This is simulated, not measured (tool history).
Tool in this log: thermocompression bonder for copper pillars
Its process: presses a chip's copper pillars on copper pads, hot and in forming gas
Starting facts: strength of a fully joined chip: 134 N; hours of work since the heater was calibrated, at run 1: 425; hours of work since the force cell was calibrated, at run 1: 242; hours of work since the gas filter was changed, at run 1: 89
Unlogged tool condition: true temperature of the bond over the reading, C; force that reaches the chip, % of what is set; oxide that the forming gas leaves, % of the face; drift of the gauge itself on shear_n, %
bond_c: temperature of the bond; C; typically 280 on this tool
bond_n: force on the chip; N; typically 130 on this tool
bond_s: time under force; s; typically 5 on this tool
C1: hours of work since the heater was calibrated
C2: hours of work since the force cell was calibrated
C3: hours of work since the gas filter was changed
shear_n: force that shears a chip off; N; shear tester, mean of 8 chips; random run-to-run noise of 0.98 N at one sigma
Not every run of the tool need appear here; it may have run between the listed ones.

run 1 day=0.000 | bond_c=280 bond_n=130 bond_s=5 | C1=425 C2=242 C3=89 | shear_n=77.4
run 2 day=0.308 | bond_c=280 bond_n=130 bond_s=5 | C1=430 C2=247 C3=94 | shear_n=76.8
run 3 day=0.579 | bond_c=280 bond_n=130 bond_s=5 | C1=434 C2=252 C3=98 | shear_n=75.6
run 4 day=0.942 | bond_c=303 bond_n=130 bond_s=5 | C1=440 C2=257 C3=104 | shear_n=98.2
run 5 day=1.388 | bond_c=303 bond_n=130 bond_s=5 | C1=447 C2=265 C3=111 | shear_n=97.5
run 6 day=1.667 | bond_c=303 bond_n=130 bond_s=5 | C1=452 C2=269 C3=116 | shear_n=95.8
run 7 day=1.929 | bond_c=303 bond_n=130 bond_s=5 | C1=456 C2=273 C3=120 | shear_n=96.8
run 8 day=2.196 | bond_c=303 bond_n=130 bond_s=5 | C1=460 C2=278 C3=124 | shear_n=96.1
run 9 day=2.646 | bond_c=303 bond_n=130 bond_s=5 | C1=468 C2=285 C3=132 | shear_n=93.4
run 10 day=3.104 | bond_c=273 bond_n=130 bond_s=5 | C1=475 C2=292 C3=139 | shear_n=67.8
run 11 day=3.521 | bond_c=273 bond_n=130 bond_s=5 | C1=482 C2=299 C3=146 | shear_n=69.2
run 12 day=3.783 | bond_c=273 bond_n=130 bond_s=5 | C1=486 C2=303 C3=150 | shear_n=67.3
run 13 day=4.233 | bond_c=280 bond_n=130 bond_s=5 | C1=493 C2=310 C3=157 | shear_n=75.0
run 14 day=4.704 | bond_c=280 bond_n=130 bond_s=7 | C1=501 C2=318 C3=165 | shear_n=81.7
-- day=4.817 heater calibrated with a thermocouple chip
run 15 day=4.983 | bond_c=280 bond_n=130 bond_s=7 | C1=3 C2=321 C3=168 | shear_n=79.3
run 16 day=5.329 | bond_c=280 bond_n=130 bond_s=7 | C1=8 C2=327 C3=173 | shear_n=77.6
run 17 day=5.621 | bond_c=299 bond_n=130 bond_s=5 | C1=13 C2=331 C3=178 | shear_n=87.5
run 18 day=5.929 | bond_c=299 bond_n=130 bond_s=5 | C1=18 C2=336 C3=183 | shear_n=87.6
-- day=6.046 heater calibrated with a thermocouple chip, once more
run 19 day=6.342 | bond_c=280 bond_n=130 bond_s=5 | C1=5 C2=342 C3=188 | shear_n=75.8
run 20 day=6.712 | bond_c=280 bond_n=130 bond_s=5 | C1=11 C2=348 C3=194 | shear_n=77.4
run 21 day=7.100 | bond_c=280 bond_n=130 bond_s=8 | C1=17 C2=354 C3=201 | shear_n=87.5
run 22 day=7.321 | bond_c=293 bond_n=130 bond_s=6 | C1=21 C2=357 C3=204 | shear_n=91.4
run 23 day=7.554 | bond_c=300 bond_n=130 bond_s=3 | C1=24 C2=361 C3=208 | shear_n=81.0
run 24 day=7.992 | bond_c=298 bond_n=98 bond_s=9 | C1=31 C2=368 C3=215 | shear_n=94.3
run 25 day=8.304 | bond_c=298 bond_n=98 bond_s=9 | C1=36 C2=373 C3=220 | shear_n=94.0
run 26 day=8.550 | bond_c=298 bond_n=80 bond_s=9 | C1=40 C2=377 C3=224 | shear_n=90.6
run 27 day=8.779 | bond_c=274 bond_n=130 bond_s=3 | C1=44 C2=381 C3=228 | shear_n=58.8
run 28 day=9.204 | bond_c=274 bond_n=130 bond_s=7 | C1=51 C2=388 C3=234 | shear_n=76.7
run 29 day=9.446 | bond_c=274 bond_n=130 bond_s=7 | C1=55 C2=392 C3=238 | shear_n=76.9
run 30 day=9.692 | bond_c=278 bond_n=85 bond_s=4 | C1=59 C2=396 C3=242 | shear_n=56.8
run 31 day=10.058 | bond_c=265 bond_n=130 bond_s=6 | C1=65 C2=401 C3=248 | shear_n=64.4
run 32 day=10.379 | bond_c=265 bond_n=130 bond_s=6 | C1=70 C2=407 C3=253 | shear_n=66.1
run 33 day=10.675 | bond_c=265 bond_n=155 bond_s=10 | C1=75 C2=411 C3=258 | shear_n=81.4
run 34 day=10.971 | bond_c=265 bond_n=155 bond_s=10 | C1=79 C2=416 C3=263 | shear_n=81.0
run 35 day=11.446 | bond_c=265 bond_n=155 bond_s=10 | C1=87 C2=424 C3=271 | shear_n=80.5
run 36 day=11.675 | bond_c=267 bond_n=149 bond_s=7 | C1=91 C2=427 C3=274 | shear_n=73.9
-- day=11.817 forming gas filter changed
run 37 day=11.958 | bond_c=267 bond_n=86 bond_s=7 | C1=95 C2=432 C3=2 | shear_n=65.7
run 38 day=12.262 | bond_c=267 bond_n=86 bond_s=7 | C1=100 C2=437 C3=7 | shear_n=66.0
run 39 day=12.662 | bond_c=267 bond_n=86 bond_s=7 | C1=106 C2=443 C3=14 | shear_n=65.5
run 40 day=12.850 | bond_c=302 bond_n=110 bond_s=15 | C1=109 C2=446 C3=17 | shear_n=119.1
run 41 day=13.250 | bond_c=277 bond_n=105 bond_s=4 | C1=116 C2=453 C3=23 | shear_n=68.0

3 ways to go on from here, each from the tool as it stands after run 41. What would each give?
run A day=13.712 | bond_c=281 bond_n=105 bond_s=4 | C1=123 C2=460 C3=31 | shear_n=?
run B day=13.712 | bond_c=276 bond_n=167 bond_s=4 | C1=123 C2=460 C3=31 | shear_n=?
run C day=13.712 | bond_c=277 bond_n=168 bond_s=6 | C1=123 C2=460 C3=31 | shear_n=?

run=A shear_n=69.9
run=B shear_n=80.1
run=C shear_n=89.1
Without the tool's unlogged condition, the same runs would have read:
run=A shear_n=72.6
run=B shear_n=83.0
run=C shear_n=92.0
